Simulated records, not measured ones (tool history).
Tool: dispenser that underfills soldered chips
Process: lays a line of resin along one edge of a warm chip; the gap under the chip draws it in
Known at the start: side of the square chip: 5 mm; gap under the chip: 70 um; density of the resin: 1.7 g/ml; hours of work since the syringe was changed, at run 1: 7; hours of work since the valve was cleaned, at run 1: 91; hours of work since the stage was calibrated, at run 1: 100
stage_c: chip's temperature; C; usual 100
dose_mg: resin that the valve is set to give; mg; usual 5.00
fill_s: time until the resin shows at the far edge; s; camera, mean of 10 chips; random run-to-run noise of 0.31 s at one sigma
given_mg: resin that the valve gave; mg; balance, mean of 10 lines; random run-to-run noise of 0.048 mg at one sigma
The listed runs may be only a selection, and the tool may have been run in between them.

| run | hour | stage_c | dose_mg | hours of work since the syringe was changed | hours of work since the valve was cleaned | hours of work since the stage was calibrated | fill_s | given_mg |
|---|---|---|---|---|---|---|---|---|
| 1 | 0.0 | 100 | 5.00 | 7 | 91 | 100 | 14.0 | 4.81 |
|  | 2.2 | new syringe of resin |
| 2 | 2.3 | 98 | 5.00 | 0 | 93 | 101 | 9.0 | 4.67 |
| 3 | 4.9 | 98 | 5.00 | 2 | 95 | 103 | 9.3 | 4.79 |
| 4 | 8.2 | 98 | 5.00 | 5 | 97 | 106 | 12.3 | 4.69 |
| 5 | 10.4 | 98 | 5.00 | 6 | 99 | 108 | 13.9 | 4.78 |
|  | 12.9 | new syringe of resin |
| 6 | 14.0 | 98 | 5.00 | 1 | 102 | 110 | 9.2 | 4.71 |
| 7 | 17.8 | 100 | 5.00 | 4 | 105 | 113 | 10.9 | 4.63 |
|  | 20.0 | dispensing valve cleaned and set on the balance |
| 8 | 22.5 | 100 | 5.00 | 7 | 2 | 116 | 13.4 | 5.01 |
|  | 24.2 | new syringe of resin |
| 9 | 27.3 | 100 | 5.00 | 2 | 5 | 120 | 9.1 | 4.96 |
| 10 | 30.8 | 100 | 5.00 | 5 | 8 | 123 | 11.4 | 4.97 |
| 11 | 33.2 | 100 | 5.00 | 7 | 10 | 124 | 13.2 | 4.94 |
|  | 34.8 | new syringe of resin |
| 12 | 35.5 | 100 | 5.00 | 1 | 12 | 126 | 8.3 | 5.02 |
| 13 | 38.1 | 100 | 5.00 | 3 | 14 | 128 | 9.6 | 4.96 |
| 14 | 41.8 | 100 | 5.00 | 5 | 17 | 131 | 11.1 | 4.96 |
| 15 | 44.5 | 108 | 5.00 | 8 | 19 | 133 | 10.1 | 4.94 |
|  | 45.3 | new syringe of resin |
| 16 | 48.3 | 108 | 5.00 | 2 | 21 | 136 | 7.0 | 4.93 |
| 17 | 51.6 | 108 | 5.00 | 5 | 24 | 138 | 8.6 | 4.95 |
| 18 | 53.8 | 109 | 5.00 | 7 | 26 | 140 | 9.7 | 4.86 |
|  | 55.9 | new syringe of resin |
| 19 | 56.3 | 109 | 5.00 | 0 | 28 | 142 | 6.0 | 4.89 |
| 20 | 60.1 | 99 | 5.04 | 3 | 30 | 145 | 10.7 | 4.96 |
| 21 | 62.9 | 96 | 6.20 | 6 | 33 | 147 | 14.2 | 6.06 |
| 22 | 65.5 | 104 | 4.87 | 8 | 35 | 149 | 12.2 | 4.78 |
|  | 66.3 | new syringe of resin |
| 23 | 69.2 | 107 | 4.47 | 2 | 37 | 152 | 7.6 | 4.37 |
| 24 | 71.1 | 112 | 5.00 | 4 | 39 | 153 | 7.1 | 4.86 |
| 25 | 73.4 | 100 | 4.53 | 6 | 41 | 155 | 12.6 | 4.41 |
| 26 | 75.6 | 114 | 5.51 | 7 | 42 | 157 | 8.0 | 5.39 |

What does the tool deliver on the next run?
|  | 76.9 | new syringe of resin |
| 27 | 79.0 | 114 | 5.51 | 2 | 45 | 159 | ? | ? |

{"run 27": {"fill_s": 5.8, "given_mg": 5.36}}
If the tool had no hidden condition, the same run with the same run-to-run variation would have returned fill_s 5.2 s, given_mg 5.50 mg.
